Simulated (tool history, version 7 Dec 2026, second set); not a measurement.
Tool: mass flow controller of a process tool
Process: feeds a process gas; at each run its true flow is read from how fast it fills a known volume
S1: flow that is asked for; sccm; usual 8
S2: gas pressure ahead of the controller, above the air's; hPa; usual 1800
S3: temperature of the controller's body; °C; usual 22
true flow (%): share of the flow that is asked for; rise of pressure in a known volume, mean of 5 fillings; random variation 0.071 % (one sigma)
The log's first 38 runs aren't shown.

{"run": 39, "hour": 11521.4, "S1": 4, "S2": 1640, "S3": 22, "true flow (%)": 99.41}
{"run": 40, "hour": 11972.7, "S1": 7, "S2": 2700, "S3": 39, "true flow (%)": 99.1}
{"run": 41, "hour": 12362.1, "S1": 7, "S2": 2700, "S3": 39, "true flow (%)": 99.15}
{"run": 42, "hour": 12607.8, "S1": 5, "S2": 2700, "S3": 34, "true flow (%)": 99.16}
{"run": 43, "hour": 13036.8, "S1": 8, "S2": 1800, "S3": 20, "true flow (%)": 99.29}
{"run": 44, "hour": 13224.5, "S1": 3, "S2": 1680, "S3": 38, "true flow (%)": 100.21}
{"run": 45, "hour": 13657.9, "S1": 14, "S2": 1700, "S3": 29, "true flow (%)": 99.62}
{"run": 46, "hour": 13984.4, "S1": 5, "S2": 1800, "S3": 32, "true flow (%)": 99.74}
{"run": 47, "hour": 14436.1, "S1": 11, "S2": 1800, "S3": 22, "true flow (%)": 99.38}
{"run": 48, "hour": 14637.1, "S1": 3, "S2": 1800, "S3": 21, "true flow (%)": 100.08}
{"run": 49, "hour": 14970.0, "S1": 3, "S2": 1580, "S3": 22, "true flow (%)": 100.39}

3 ways to go on from here, each from the tool as it stands after run 49. What would each give?
{"run": "A", "hour": 15296.6, "S1": 8, "S2": 1510, "S3": 22, "true flow (%)": "?"}
{"run": "B", "hour": 15296.6, "S1": 5, "S2": 1580, "S3": 37, "true flow (%)": "?"}
{"run": "C", "hour": 15296.6, "S1": 4, "S2": 2630, "S3": 32, "true flow (%)": "?"}

run=A true_flow_(%)=99.53
run=B true_flow_(%)=100.15
run=C true_flow_(%)=99.65
Without the tool's hidden state the same runs would have given:
run=A true_flow_(%)=99.59
run=B true_flow_(%)=99.76
run=C true_flow_(%)=98.96
